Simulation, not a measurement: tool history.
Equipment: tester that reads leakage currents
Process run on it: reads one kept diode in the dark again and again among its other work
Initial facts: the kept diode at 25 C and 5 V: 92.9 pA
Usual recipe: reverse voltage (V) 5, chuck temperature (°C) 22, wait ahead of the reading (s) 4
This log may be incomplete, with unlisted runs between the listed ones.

run,hour,reverse voltage (V),chuck temperature (°C),wait ahead of the reading (s),current that the tester gives (pA)
1,0,5,22,4,72.12
2,33.9,5,22,4,72.05
3,77.2,5,22,4,71.95
4,116.6,5,22,4,72.27
5,155.7,5,22,4,72.25
6,189,5,22,4,72.38
7,224.3,5,22,4,72.39
8,246.2,5,27,4,110.1
9,267.3,5,27,4,109.79
10,294.4,5,27,4,109.92
11,329.3,5,27,4,110.74
12,362.4,5,22,5.67,72.41
# hour 369.4: probe card cleaned and baked
13,392.2,5,22,0.97,75.02
14,425.6,5,22,4,74.47
15,463.5,5,22,4,74.3
# hour 497.1: probe card cleaned and baked, once more
16,499.6,5,22,4,69.84
17,535,5,41,4,335.31
18,577.8,5,41,4,334.71
19,612.7,5,22,4,69.95
20,643.2,5,22,4,69.84
21,662.7,10.21,25,0.49,134.01
# hour 702.1: chuck's temperature calibrated
22,702.1,5,25,0.78,94.6
23,732.5,14.16,25,0.78,164.47
24,765.4,5,22,4,72.39
25,792.8,2.37,52,0.41,536.32
26,829,1.46,58,0.6,640.71
27,860.4,1.46,58,0.6,639.05
28,898.3,1.46,58,0.6,637.58
29,939.5,1.46,58,0.6,637.68
30,978.2,5,44,2.16,433.91
31,1012.2,8.44,22,0.78,97.13
32,1032.3,9.93,22,4,104.46
33,1056.3,9.93,22,4,103.91
34,1078.9,5,40,0.72,318.56
35,1113.4,5,40,0.72,318.94
36,1132.5,5,40,0.72,319.55
37,1156.2,2.09,22,0.36,46.92
38,1197.6,5,22,0.9,73.07
39,1228.1,5,59,0.32,1287.08

Here are 5 independent what-if runs from the current tool condition. What would each one return?
A,1266.4,5,42,2.21,?
B,1266.4,6.82,24,0.32,?
C,1266.4,6.05,22,6.14,?
D,1266.4,2.05,59,5.48,?
E,1266.4,4.44,30,0.76,?

run,current that the tester gives (pA)
A,374.55
B,104.79
C,80.94
D,814.65
E,134.62
Without the tool's unlogged condition, the same runs would have read:
run,current that the tester gives (pA)
A,375.47
B,103.45
C,79.71
D,818
E,134.29

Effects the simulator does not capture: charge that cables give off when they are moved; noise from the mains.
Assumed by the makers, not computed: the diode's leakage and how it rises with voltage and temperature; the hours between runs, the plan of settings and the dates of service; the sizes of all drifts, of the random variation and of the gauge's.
